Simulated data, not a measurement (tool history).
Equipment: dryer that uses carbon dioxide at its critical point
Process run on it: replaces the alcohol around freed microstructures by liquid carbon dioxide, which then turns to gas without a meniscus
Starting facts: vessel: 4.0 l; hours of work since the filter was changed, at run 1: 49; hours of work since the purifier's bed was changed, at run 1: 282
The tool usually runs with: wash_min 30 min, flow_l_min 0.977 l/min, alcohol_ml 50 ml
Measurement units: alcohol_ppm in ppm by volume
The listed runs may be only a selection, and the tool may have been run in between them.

run    hour  wash_min  flow_l_min  alcohol_ml  hours of work since the filter was changed  hours of work since the purifier's bed was changed  alcohol_ppm
  1       0        30       0.977          50                                          49                                                 282          110
  2    62.9        30       0.977          50                                          95                                                 328          127
  3   107.9        30       0.977          50                                         128                                                 361          138
  4   173.8        30       0.977          50                                         177                                                 409          146
  5   209.2        30       0.977          50                                         203                                                 435          150
  6     252        30       0.977          35                                         234                                                 467          142
      274.9  -- inlet filter changed
  7   291.7        30       0.977          35                                          12                                                 495          125
  8   352.1        30       0.977          35                                          57                                                 539          130
  9   407.7        30       0.977          35                                          97                                                 580          152
 10   467.3        30       0.977          50                                         141                                                 624          175
 11   525.1        30       0.977          50                                         183                                                 666          192
 12   566.1        30       0.977          50                                         213                                                 696          213
 13   601.8        30       0.977          69                                         239                                                 722          244
      618.6  -- inlet filter changed
 14   657.3        30       0.977          27                                          28                                                 762          169
 15   729.6        30       0.977          27                                          81                                                 815          182
 16   794.7        30       0.977          27                                         129                                                 863          192
        814  -- purifier's bed changed
 17   837.5        30       0.977          27                                         158                                                  17           48
 18     893        30       1.025          50                                         199                                                  58           83
      960.5  -- inlet filter changed
 19   964.5        30       0.977          50                                           3                                                 110           67
 20  1012.4        30       0.955          27                                          38                                                 145           58
 21  1048.6        18       0.834         100                                          65                                                 171         1638
 22  1079.5        22       0.977          50                                          87                                                 194          280
 23    1139        22       0.717          50                                         131                                                 237          773
 24  1196.8        22       0.717          62                                         173                                                 280         1022
 25  1236.4        22       0.717          62                                         202                                                 309         1069
 26    1286        39       0.775          20                                         238                                                 345           98
     1303.6  -- inlet filter changed
 27  1324.5        24        1.24          39                                          15                                                 373          100
 28  1362.1        36       1.269          39                                          43                                                 400           80
 29  1427.7        27       1.015          50                                          91                                                 448          168
 30  1458.2        27       1.015          50                                         113                                                 470          182
 31  1526.1        30       0.642          94                                         163                                                 520          884
 32    1598        34       1.198         109                                         216                                                 573          124
 33  1638.7        30       0.825          49                                         245                                                 603          292
     1645.2  -- inlet filter changed
 34    1696        30       0.825          49                                          37                                                 644          242
 35  1738.3        30       0.825          49                                          68                                                 675          234
 36    1778        30       1.551          31                                          97                                                 704          122
 37  1849.9        30       0.616          48                                         150                                                 757          596

Alternative continuations, all from the tool just after run 37; predict every row:
  A  1898.9        38       1.421          31                                         186                                                 793            ?
  B  1898.9        45       0.616          48                                         186                                                 793            ?
  C  1898.9        30       0.891          50                                         186                                                 793            ?
  D  1898.9        30       0.725          50                                         186                                                 793            ?
  E  1898.9        20       0.971          79                                         186                                                 793            ?

run  alcohol_ppm
  A          136
  B          241
  C          254
  D          415
  E          799
Stripped of hidden state, with their random variation kept, the same runs would have yielded:
run  alcohol_ppm
  A            0
  B           66
  C           78
  D          196
  E          487

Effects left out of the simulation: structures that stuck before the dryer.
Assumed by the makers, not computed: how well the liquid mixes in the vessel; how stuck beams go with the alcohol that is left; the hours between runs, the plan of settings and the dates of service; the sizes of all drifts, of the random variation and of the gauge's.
